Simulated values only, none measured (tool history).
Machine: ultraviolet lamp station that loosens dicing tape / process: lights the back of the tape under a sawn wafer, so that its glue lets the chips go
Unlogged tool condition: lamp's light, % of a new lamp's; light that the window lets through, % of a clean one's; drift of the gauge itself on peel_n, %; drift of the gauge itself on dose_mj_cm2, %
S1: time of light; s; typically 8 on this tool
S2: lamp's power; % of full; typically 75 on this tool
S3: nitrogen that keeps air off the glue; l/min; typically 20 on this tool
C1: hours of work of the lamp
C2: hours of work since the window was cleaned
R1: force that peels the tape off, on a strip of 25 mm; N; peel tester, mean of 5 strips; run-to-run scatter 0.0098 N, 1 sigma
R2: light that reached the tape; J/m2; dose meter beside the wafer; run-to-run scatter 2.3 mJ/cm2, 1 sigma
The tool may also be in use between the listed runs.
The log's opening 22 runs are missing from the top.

run     day  S1   S2  S3   C1   C2     R1    R2
 23  20.850   8   68  20  657  258  0.937  1620
 24  21.779   8   68  20  668  269  0.942  1630
 25  22.546   8   93  20  677  278  0.545  2200
 26  23.762   8  100  13  692  293  0.658  2340
     24.096  -- window cleaned of glue's vapour
 27  25.092   4   69  13  708   12  2.589   790
 28  26.100   4   69  13  720   24  2.663   750
 29  27.071   4   75  34  731   36  1.787   850
 30  27.983   4   75  34  742   47  1.850   830
 31  28.758   8   75  11  752   56  1.367  1660
 32  29.996   8   68  21  766   71  1.127  1500
     30.621  -- window cleaned of glue's vapour, once more
 33  31.404   8   68  21  783    9  0.821  1720
 34  32.142   8   68  21  792   18  0.852  1680
 35  32.758  12   75  30  799   26  0.236  2770
 36  34.062  12   75  30  815   41  0.248  2720
 37  35.358   8   85  11  831   57  0.982  2050
 38  36.062  10   95  20  839   65  0.315  2850
 39  37.329  10   95  20  854   81  0.321  2780
 40  38.412  13   85  20  867   94  0.240  3240

What does the tool deliver on the next run?
 41  39.225  13  85  20  877  103   ?   ?

R1: 0.231 N
R2: 3250 J/m2
On a tool with no hidden condition, and with the same random variation, this run would have come out at R1 0.133 N, R2 4560 J/m2.
